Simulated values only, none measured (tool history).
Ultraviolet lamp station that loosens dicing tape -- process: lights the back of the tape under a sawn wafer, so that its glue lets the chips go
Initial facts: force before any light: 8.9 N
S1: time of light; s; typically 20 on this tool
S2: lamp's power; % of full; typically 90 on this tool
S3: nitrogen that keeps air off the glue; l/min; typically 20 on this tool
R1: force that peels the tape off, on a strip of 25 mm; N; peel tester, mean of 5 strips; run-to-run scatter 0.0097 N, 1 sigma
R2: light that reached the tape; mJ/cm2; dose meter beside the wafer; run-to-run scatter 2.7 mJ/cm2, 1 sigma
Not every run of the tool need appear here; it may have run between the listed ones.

Run 1, hour 0: usual settings. Result: R1 0.415 N, R2 363 mJ/cm2.
Run 2, hour 17.1: usual settings. Result: R1 0.399 N, R2 362 mJ/cm2.
Run 3, hour 33.8: usual settings. Result: R1 0.416 N, R2 361 mJ/cm2.
At hour 46.1: window cleaned of glue's vapour.
Run 4, hour 49: usual settings. Result: R1 0.426 N, R2 359 mJ/cm2.
Run 5, hour 57.9: usual settings. Result: R1 0.42 N, R2 360 mJ/cm2.
Run 6, hour 68.9: usual settings. Result: R1 0.418 N, R2 360 mJ/cm2.
Run 7, hour 82.2: usual settings. Result: R1 0.416 N, R2 363 mJ/cm2.
Run 8, hour 94.1: usual settings. Result: R1 0.419 N, R2 363 mJ/cm2.
Run 9, hour 107.9: usual settings but S1 17 s. Result: R1 0.601 N, R2 311 mJ/cm2.
Run 10, hour 116.2: usual settings. Result: R1 0.438 N, R2 362 mJ/cm2.
Run 11, hour 127.1: usual settings. Result: R1 0.434 N, R2 367 mJ/cm2.
Run 12, hour 143.7: usual settings. Result: R1 0.428 N, R2 364 mJ/cm2.
Run 13, hour 155.9: usual settings but S1 23 s. Result: R1 0.301 N, R2 420 mJ/cm2.
Run 14, hour 171.4: usual settings but S1 23 s. Result: R1 0.301 N, R2 414 mJ/cm2.
Run 15, hour 182.2: usual settings but S1 28 s. Result: R1 0.205 N, R2 504 mJ/cm2.
Run 16, hour 189.6: usual settings but S1 28 s. Result: R1 0.203 N, R2 505 mJ/cm2.
Run 17, hour 202.7: usual settings but S1 28 s. Result: R1 0.213 N, R2 510 mJ/cm2.
Run 18, hour 212.8: usual settings. Result: R1 0.431 N, R2 360 mJ/cm2.
Run 19, hour 222.3: usual settings. Result: R1 0.407 N, R2 362 mJ/cm2.
Run 20, hour 235.5: usual settings. Result: R1 0.409 N, R2 363 mJ/cm2.
Run 21, hour 250: usual settings. Result: R1 0.401 N, R2 359 mJ/cm2.
Run 22, hour 265.9: usual settings. Result: R1 0.42 N, R2 359 mJ/cm2.
Run 23, hour 278.2: usual settings but S1 22 s, S2 88 % of full, S3 24 l/min. Result: R1 0.292 N, R2 385 mJ/cm2.
Run 24, hour 287.3: usual settings but S1 22 s, S2 88 % of full, S3 24 l/min. Result: R1 0.29 N, R2 385 mJ/cm2.
Run 25, hour 296.3: usual settings but S1 22 s, S2 88 % of full, S3 33 l/min. Result: R1 0.221 N, R2 386 mJ/cm2.
Run 26, hour 305.6: usual settings but S1 15 s, S3 8 l/min. Result: R1 1.737 N, R2 274 mJ/cm2.

Run 27 has not been measured yet. What should we expect?
Run 27, hour 322: usual settings but S1 15 s, S3 8 l/min. Result: R1 ?, R2 ?.

{"run 27": {"R1": 1.69, "R2": 269}}
With no hidden state in the tool, this same run would have given R1 1.684 N, R2 270 mJ/cm2.
